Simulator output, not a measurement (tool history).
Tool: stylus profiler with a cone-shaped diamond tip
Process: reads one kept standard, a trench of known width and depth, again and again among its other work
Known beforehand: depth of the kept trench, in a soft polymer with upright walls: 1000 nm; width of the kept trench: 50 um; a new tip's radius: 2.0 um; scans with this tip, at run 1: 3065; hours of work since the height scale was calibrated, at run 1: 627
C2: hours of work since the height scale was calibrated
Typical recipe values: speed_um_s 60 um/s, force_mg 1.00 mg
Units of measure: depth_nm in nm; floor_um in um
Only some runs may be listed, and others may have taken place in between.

run 1 hour=0.0 | speed_um_s=60 force_mg=1.00 | scans_with_this_tip=3065 C2=627 | depth_nm=1004.70 floor_um=45.88
run 2 hour=55.5 | speed_um_s=60 force_mg=1.00 | scans_with_this_tip=3199 C2=655 | depth_nm=1004.24 floor_um=45.96
run 3 hour=135.9 | speed_um_s=60 force_mg=1.00 | scans_with_this_tip=3393 C2=695 | depth_nm=1004.80 floor_um=45.90
run 4 hour=177.6 | speed_um_s=60 force_mg=1.00 | scans_with_this_tip=3494 C2=715 | depth_nm=1005.02 floor_um=45.90
run 5 hour=227.6 | speed_um_s=60 force_mg=1.00 | scans_with_this_tip=3615 C2=740 | depth_nm=1005.16 floor_um=45.90
run 6 hour=275.4 | speed_um_s=60 force_mg=1.71 | scans_with_this_tip=3731 C2=764 | depth_nm=1006.48 floor_um=46.02
run 7 hour=336.1 | speed_um_s=60 force_mg=1.71 | scans_with_this_tip=3877 C2=794 | depth_nm=1007.19 floor_um=46.09
run 8 hour=394.0 | speed_um_s=60 force_mg=1.00 | scans_with_this_tip=4017 C2=822 | depth_nm=1004.61 floor_um=45.97
run 9 hour=430.4 | speed_um_s=140 force_mg=1.75 | scans_with_this_tip=4106 C2=840 | depth_nm=1006.97 floor_um=45.51
run 10 hour=468.9 | speed_um_s=140 force_mg=1.75 | scans_with_this_tip=4199 C2=859 | depth_nm=1006.87 floor_um=45.46
run 11 hour=515.1 | speed_um_s=17 force_mg=0.33 | scans_with_this_tip=4310 C2=882 | depth_nm=1002.13 floor_um=46.26
-- hour=522.5 height scale calibrated on a step standard
run 12 hour=586.0 | speed_um_s=107 force_mg=1.88 | scans_with_this_tip=4481 C2=31 | depth_nm=1006.71 floor_um=45.81
run 13 hour=643.8 | speed_um_s=64 force_mg=0.51 | scans_with_this_tip=4620 C2=60 | depth_nm=1003.26 floor_um=45.66
run 14 hour=715.4 | speed_um_s=64 force_mg=0.51 | scans_with_this_tip=4794 C2=96 | depth_nm=1002.91 floor_um=45.69
run 15 hour=773.9 | speed_um_s=64 force_mg=0.51 | scans_with_this_tip=4935 C2=124 | depth_nm=1003.22 floor_um=45.66

Branching from run 15: 5 alternative next runs. What would each branch give?
run A hour=818.2 | speed_um_s=60 force_mg=0.44 | scans_with_this_tip=5042 C2=146 | depth_nm=? floor_um=?
run B hour=818.2 | speed_um_s=194 force_mg=1.24 | scans_with_this_tip=5042 C2=146 | depth_nm=? floor_um=?
run C hour=818.2 | speed_um_s=80 force_mg=1.95 | scans_with_this_tip=5042 C2=146 | depth_nm=? floor_um=?
run D hour=818.2 | speed_um_s=73 force_mg=1.21 | scans_with_this_tip=5042 C2=146 | depth_nm=? floor_um=?
run E hour=818.2 | speed_um_s=60 force_mg=1.72 | scans_with_this_tip=5042 C2=146 | depth_nm=? floor_um=?

run=A depth_nm=1002.85 floor_um=45.68
run=B depth_nm=1005.26 floor_um=44.74
run=C depth_nm=1007.27 floor_um=45.96
run=D depth_nm=1005.19 floor_um=45.85
run=E depth_nm=1006.42 floor_um=46.13
Without the tool's unlogged condition, the same runs would have read:
run=A depth_nm=1002.86 floor_um=45.69
run=B depth_nm=1005.27 floor_um=44.75
run=C depth_nm=1007.28 floor_um=45.97
run=D depth_nm=1005.20 floor_um=45.86
run=E depth_nm=1006.43 floor_um=46.13
